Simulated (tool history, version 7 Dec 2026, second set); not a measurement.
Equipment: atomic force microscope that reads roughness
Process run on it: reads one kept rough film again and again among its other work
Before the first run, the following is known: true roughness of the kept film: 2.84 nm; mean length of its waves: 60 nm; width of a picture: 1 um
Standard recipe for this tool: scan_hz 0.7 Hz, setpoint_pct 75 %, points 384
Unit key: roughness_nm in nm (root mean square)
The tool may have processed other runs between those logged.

Run 1, day 0: usual settings. Result: roughness_nm 2.643 nm (root mean square).
At day 1.425: new tip fitted.
Run 2, day 1.504: usual settings. Result: roughness_nm 2.632 nm (root mean square).
At day 2.979: new tip fitted.
Run 3, day 3.075: usual settings but points 548. Result: roughness_nm 2.648 nm (root mean square).
Run 4, day 3.946: usual settings but points 464. Result: roughness_nm 2.64 nm (root mean square).
At day 4.529: new tip fitted.
Run 5, day 5.279: usual settings but points 464. Result: roughness_nm 2.638 nm (root mean square).
At day 6.1: new tip fitted.
Run 6, day 6.262: usual settings but points 383. Result: roughness_nm 2.654 nm (root mean square).
At day 7.742: new tip fitted.
Run 7, day 7.833: usual settings but points 383. Result: roughness_nm 2.634 nm (root mean square).
Run 8, day 8.95: usual settings but points 362. Result: roughness_nm 2.643 nm (root mean square).
At day 9.317: new tip fitted.
Run 9, day 9.812: usual settings but points 362. Result: roughness_nm 2.657 nm (root mean square).
At day 10.933: new tip fitted.
Run 10, day 11.162: usual settings but setpoint_pct 83 %. Result: roughness_nm 2.56 nm (root mean square).
At day 12.538: new tip fitted.
Run 11, day 12.542: usual settings. Result: roughness_nm 2.67 nm (root mean square).
Run 12, day 13.742: usual settings. Result: roughness_nm 2.672 nm (root mean square).
At day 14.092: new tip fitted.
Run 13, day 15.033: usual settings. Result: roughness_nm 2.65 nm (root mean square).
At day 15.7: new tip fitted.
Run 14, day 16.458: usual settings. Result: roughness_nm 2.64 nm (root mean square).
At day 17.246: new tip fitted.
Run 15, day 17.458: usual settings. Result: roughness_nm 2.661 nm (root mean square).
Run 16, day 18.175: usual settings. Result: roughness_nm 2.638 nm (root mean square).
At day 18.829: new tip fitted.
Run 17, day 18.983: usual settings. Result: roughness_nm 2.641 nm (root mean square).
Run 18, day 20.096: usual settings. Result: roughness_nm 2.631 nm (root mean square).
At day 20.442: new tip fitted.
Run 19, day 21.242: usual settings. Result: roughness_nm 2.638 nm (root mean square).
At day 21.975: new tip fitted.
Run 20, day 22.333: usual settings. Result: roughness_nm 2.634 nm (root mean square).
At day 23.542: new tip fitted.
Run 21, day 23.579: usual settings. Result: roughness_nm 2.633 nm (root mean square).
Run 22, day 24.596: usual settings but setpoint_pct 65 %. Result: roughness_nm 2.725 nm (root mean square).
At day 25.096: new tip fitted.
Run 23, day 25.854: usual settings but setpoint_pct 76 %. Result: roughness_nm 2.634 nm (root mean square).
At day 26.729: new tip fitted.
Run 24, day 27.217: usual settings but setpoint_pct 76 %. Result: roughness_nm 2.635 nm (root mean square).
At day 28.279: new tip fitted.
Run 25, day 28.625: usual settings but scan_hz 2.287 Hz. Result: roughness_nm 2.366 nm (root mean square).
Run 26, day 29.3: usual settings but scan_hz 1.33 Hz, setpoint_pct 87 %, points 526. Result: roughness_nm 2.353 nm (root mean square).
At day 29.908: new tip fitted.
Run 27, day 30.875: usual settings but scan_hz 1.33 Hz, setpoint_pct 87 %, points 526. Result: roughness_nm 2.359 nm (root mean square).
At day 31.521: new tip fitted.
Run 28, day 31.8: usual settings but scan_hz 0.524 Hz. Result: roughness_nm 2.68 nm (root mean square).
Run 29, day 32.788: usual settings but scan_hz 0.617 Hz, points 895. Result: roughness_nm 2.666 nm (root mean square).
At day 33.158: new tip fitted.
Run 30, day 34.021: usual settings but scan_hz 0.617 Hz, points 895. Result: roughness_nm 2.669 nm (root mean square).

For run 31, what comes out?
At day 34.725: new tip fitted.
Run 31, day 35.179: usual settings but scan_hz 1.282 Hz, setpoint_pct 61 %, points 895. Result: roughness_nm ?.

Run 31 measured roughness_nm 2.665 nm (root mean square).
On a tool with no hidden condition, and with the same random variation, this run would have come out at roughness_nm 2.668 nm (root mean square).

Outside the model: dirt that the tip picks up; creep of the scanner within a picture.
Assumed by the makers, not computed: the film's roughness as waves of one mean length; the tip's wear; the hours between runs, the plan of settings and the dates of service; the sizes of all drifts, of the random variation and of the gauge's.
